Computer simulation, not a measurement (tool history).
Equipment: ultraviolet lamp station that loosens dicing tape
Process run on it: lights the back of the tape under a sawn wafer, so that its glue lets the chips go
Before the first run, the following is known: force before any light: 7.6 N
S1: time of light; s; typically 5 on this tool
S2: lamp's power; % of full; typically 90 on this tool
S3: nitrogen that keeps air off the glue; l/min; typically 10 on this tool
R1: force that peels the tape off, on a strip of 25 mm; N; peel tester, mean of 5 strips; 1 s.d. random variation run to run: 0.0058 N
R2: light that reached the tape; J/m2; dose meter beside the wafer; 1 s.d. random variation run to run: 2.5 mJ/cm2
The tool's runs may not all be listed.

run 1 hour=0.0 | S1=5 S2=90 S3=10 | R1=0.146 R2=3070
-- hour=21.5 window cleaned of glue's vapour
run 2 hour=23.4 | S1=5 S2=90 S3=13 | R1=0.146 R2=3060
run 3 hour=51.7 | S1=6 S2=90 S3=10 | R1=0.138 R2=3740
run 4 hour=76.5 | S1=6 S2=90 S3=10 | R1=0.132 R2=3700
run 5 hour=99.0 | S1=6 S2=90 S3=10 | R1=0.130 R2=3700
run 6 hour=133.7 | S1=6 S2=90 S3=10 | R1=0.133 R2=3770
run 7 hour=168.9 | S1=6 S2=90 S3=10 | R1=0.130 R2=3710
run 8 hour=198.6 | S1=5 S2=79 S3=10 | R1=0.183 R2=2750
run 9 hour=234.7 | S1=5 S2=79 S3=10 | R1=0.190 R2=2710
run 10 hour=272.9 | S1=5 S2=79 S3=10 | R1=0.181 R2=2740
run 11 hour=306.4 | S1=5 S2=90 S3=10 | R1=0.149 R2=3140
run 12 hour=337.0 | S1=5 S2=90 S3=6 | R1=0.176 R2=3070
run 13 hour=373.0 | S1=5 S2=90 S3=6 | R1=0.173 R2=3080
run 14 hour=394.0 | S1=5 S2=90 S3=6 | R1=0.174 R2=3060
run 15 hour=428.3 | S1=5 S2=90 S3=6 | R1=0.178 R2=3100
run 16 hour=457.2 | S1=5 S2=90 S3=6 | R1=0.178 R2=3070
run 17 hour=492.0 | S1=5 S2=90 S3=10 | R1=0.150 R2=3090
run 18 hour=523.7 | S1=5 S2=90 S3=10 | R1=0.156 R2=3080
run 19 hour=562.2 | S1=5 S2=90 S3=10 | R1=0.144 R2=3080
run 20 hour=580.8 | S1=5 S2=90 S3=10 | R1=0.147 R2=3060
run 21 hour=599.1 | S1=5 S2=90 S3=10 | R1=0.138 R2=3090
run 22 hour=632.4 | S1=5 S2=90 S3=3 | R1=0.283 R2=3090
run 23 hour=656.0 | S1=5 S2=90 S3=3 | R1=0.268 R2=3090
run 24 hour=683.0 | S1=3 S2=72 S3=14 | R1=0.547 R2=1490
run 25 hour=708.6 | S1=3 S2=72 S3=14 | R1=0.540 R2=1500
run 26 hour=734.8 | S1=2 S2=93 S3=5 | R1=1.191 R2=1280
run 27 hour=752.6 | S1=4 S2=67 S3=10 | R1=0.394 R2=1810
run 28 hour=780.1 | S1=5 S2=99 S3=10 | R1=0.131 R2=3350
run 29 hour=816.3 | S1=5 S2=95 S3=7 | R1=0.148 R2=3240
run 30 hour=834.9 | S1=5 S2=85 S3=12 | R1=0.149 R2=2970
run 31 hour=862.8 | S1=5 S2=85 S3=12 | R1=0.159 R2=2910
run 32 hour=885.4 | S1=5 S2=64 S3=10 | R1=0.268 R2=2170
run 33 hour=907.7 | S1=7 S2=84 S3=9 | R1=0.137 R2=4000
run 34 hour=939.2 | S1=5 S2=76 S3=8 | R1=0.212 R2=2620
run 35 hour=962.7 | S1=3 S2=90 S3=4 | R1=0.729 R2=1800
run 36 hour=982.7 | S1=5 S2=68 S3=17 | R1=0.187 R2=2340
run 37 hour=1019.0 | S1=10 S2=88 S3=6 | R1=0.120 R2=6040
-- hour=1048.2 window cleaned of glue's vapour
run 38 hour=1057.6 | S1=5 S2=87 S3=16 | R1=0.124 R2=2970
run 39 hour=1080.5 | S1=5 S2=87 S3=16 | R1=0.141 R2=3010
run 40 hour=1101.4 | S1=4 S2=90 S3=10 | R1=0.223 R2=2490
run 41 hour=1120.9 | S1=2 S2=66 S3=11 | R1=1.528 R2=920
run 42 hour=1140.4 | S1=2 S2=64 S3=11 | R1=1.601 R2=880
run 43 hour=1168.5 | S1=7 S2=65 S3=13 | R1=0.139 R2=3120

Forecast each of these 3 alternatives for the next run:
run A hour=1207.4 | S1=5 S2=79 S3=5 | R1=? R2=?
run B hour=1207.4 | S1=7 S2=76 S3=13 | R1=? R2=?
run C hour=1207.4 | S1=3 S2=96 S3=4 | R1=? R2=?

run=A R1=0.258 R2=2730
run=B R1=0.125 R2=3660
run=C R1=0.616 R2=1980
The same runs, with their run-to-run variation unchanged, on a tool lacking any hidden condition would have given:
run=A R1=0.255 R2=2750
run=B R1=0.124 R2=3670
run=C R1=0.610 R2=1980
